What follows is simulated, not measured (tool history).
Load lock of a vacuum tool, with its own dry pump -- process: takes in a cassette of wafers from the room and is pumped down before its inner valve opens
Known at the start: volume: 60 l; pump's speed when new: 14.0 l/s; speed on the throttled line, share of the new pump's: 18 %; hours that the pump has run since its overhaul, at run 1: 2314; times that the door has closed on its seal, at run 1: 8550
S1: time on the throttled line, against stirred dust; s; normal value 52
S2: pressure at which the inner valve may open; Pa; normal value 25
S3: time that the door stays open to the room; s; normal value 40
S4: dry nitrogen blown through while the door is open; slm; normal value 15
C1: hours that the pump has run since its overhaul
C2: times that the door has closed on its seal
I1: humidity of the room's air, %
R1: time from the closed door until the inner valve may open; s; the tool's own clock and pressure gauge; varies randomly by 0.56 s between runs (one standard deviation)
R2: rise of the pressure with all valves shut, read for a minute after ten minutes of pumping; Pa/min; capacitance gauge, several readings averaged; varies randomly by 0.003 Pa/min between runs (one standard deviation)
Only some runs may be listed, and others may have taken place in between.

run 1 hour=0 | S1=52 S2=25 S3=40 S4=15 | C1=2314 C2=8550 | I1=46.7 | R1=79.4 R2=0.051
run 2 hour=232.5 | S1=52 S2=25 S3=40 S4=9 | C1=2547 C2=9539 | I1=44.6 | R1=81.4 R2=0.058
run 3 hour=452.8 | S1=52 S2=25 S3=40 S4=9 | C1=2767 C2=10476 | I1=48.9 | R1=81.3 R2=0.066
run 4 hour=662 | S1=52 S2=25 S3=40 S4=9 | C1=2976 C2=11366 | I1=43.7 | R1=79.3 R2=0.069
run 5 hour=928.6 | S1=52 S2=25 S3=40 S4=9 | C1=3243 C2=12500 | I1=45.5 | R1=81 R2=0.077
run 6 hour=1193.5 | S1=52 S2=25 S3=40 S4=9 | C1=3508 C2=13626 | I1=47.3 | R1=81.6 R2=0.086
run 7 hour=1413.9 | S1=52 S2=25 S3=40 S4=15 | C1=3728 C2=14563 | I1=48.3 | R1=82.1 R2=0.079
run 8 hour=1593.4 | S1=52 S2=25 S3=40 S4=15 | C1=3908 C2=15327 | I1=45.7 | R1=81.3 R2=0.09
run 9 hour=1795.1 | S1=52 S2=25 S3=40 S4=15 | C1=4110 C2=16185 | I1=48.2 | R1=81.2 R2=0.091
run 10 hour=2011.3 | S1=52 S2=25 S3=40 S4=15 | C1=4326 C2=17104 | I1=49.1 | R1=81.4 R2=0.105
run 11 hour=2227.3 | S1=52 S2=28 S3=40 S4=15 | C1=4542 C2=18022 | I1=47.5 | R1=80.8 R2=0.107
run 12 hour=2487.7 | S1=52 S2=28 S3=40 S4=15 | C1=4802 C2=19130 | I1=45.8 | R1=82.5 R2=0.11
run 13 hour=2728.4 | S1=52 S2=25 S3=40 S4=15 | C1=5043 C2=20153 | I1=43.1 | R1=82.4 R2=0.119
run 14 hour=2851.1 | S1=52 S2=25 S3=40 S4=15 | C1=5166 C2=20675 | I1=46.2 | R1=80.9 R2=0.124
run 15 hour=3093.7 | S1=52 S2=23 S3=162 S4=9 | C1=5408 C2=21707 | I1=47.1 | R1=82.6 R2=0.2
run 16 hour=3331.8 | S1=66 S2=25 S3=26 S4=30 | C1=5646 C2=22719 | I1=46.9 | R1=94 R2=0.132
run 17 hour=3540.7 | S1=66 S2=25 S3=26 S4=30 | C1=5855 C2=23608 | I1=44.9 | R1=92.5 R2=0.133
run 18 hour=3748.9 | S1=52 S2=29 S3=78 S4=42 | C1=6063 C2=24493 | I1=44.5 | R1=83.3 R2=0.155
run 19 hour=3991.9 | S1=52 S2=48 S3=55 S4=15 | C1=6306 C2=25527 | I1=43.5 | R1=79.4 R2=0.171
run 20 hour=4191 | S1=53 S2=38 S3=30 S4=15 | C1=6505 C2=26373 | I1=42.8 | R1=82.5 R2=0.165
run 21 hour=4304.1 | S1=52 S2=30 S3=128 S4=5 | C1=6619 C2=26855 | I1=45 | R1=83.1 R2=0.241
run 22 hour=4475.1 | S1=64 S2=32 S3=151 S4=8 | C1=6790 C2=27582 | I1=48.5 | R1=91.7 R2=0.251
run 23 hour=4689.3 | S1=27 S2=24 S3=35 S4=32 | C1=7004 C2=28493 | I1=43.6 | R1=65.1 R2=0.183
run 24 hour=4864.8 | S1=27 S2=24 S3=35 S4=32 | C1=7179 C2=29239 | I1=46 | R1=64.4 R2=0.192
run 25 hour=5084.8 | S1=27 S2=24 S3=29 S4=32 | C1=7399 C2=30174 | I1=46.7 | R1=65.3 R2=0.201
run 26 hour=5290.2 | S1=50 S2=24 S3=154 S4=32 | C1=7605 C2=31048 | I1=46.2 | R1=83.1 R2=0.236
run 27 hour=5556.5 | S1=38 S2=24 S3=95 S4=39 | C1=7871 C2=32180 | I1=44.7 | R1=73.4 R2=0.225

Alternative continuations, all from the tool just after run 27; predict every row:
run A hour=5826.4 | S1=87 S2=25 S3=40 S4=32 | C1=8141 C2=33328 | I1=48.6 | R1=? R2=?
run B hour=5826.4 | S1=64 S2=24 S3=215 S4=19 | C1=8141 C2=33328 | I1=40.2 | R1=? R2=?
run C hour=5826.4 | S1=38 S2=24 S3=95 S4=6 | C1=8141 C2=33328 | I1=43.1 | R1=? R2=?
run D hour=5826.4 | S1=38 S2=31 S3=43 S4=12 | C1=8141 C2=33328 | I1=46.2 | R1=? R2=?

run=A R1=112 R2=0.233
run=B R1=95.1 R2=0.286
run=C R1=73.7 R2=0.285
run=D R1=72.9 R2=0.242
Stripped of hidden state, with their random variation kept, the same runs would have yielded:
run=A R1=107.4 R2=0.013
run=B R1=89.5 R2=0.067
run=C R1=67 R2=0.065
run=D R1=66.6 R2=0.024
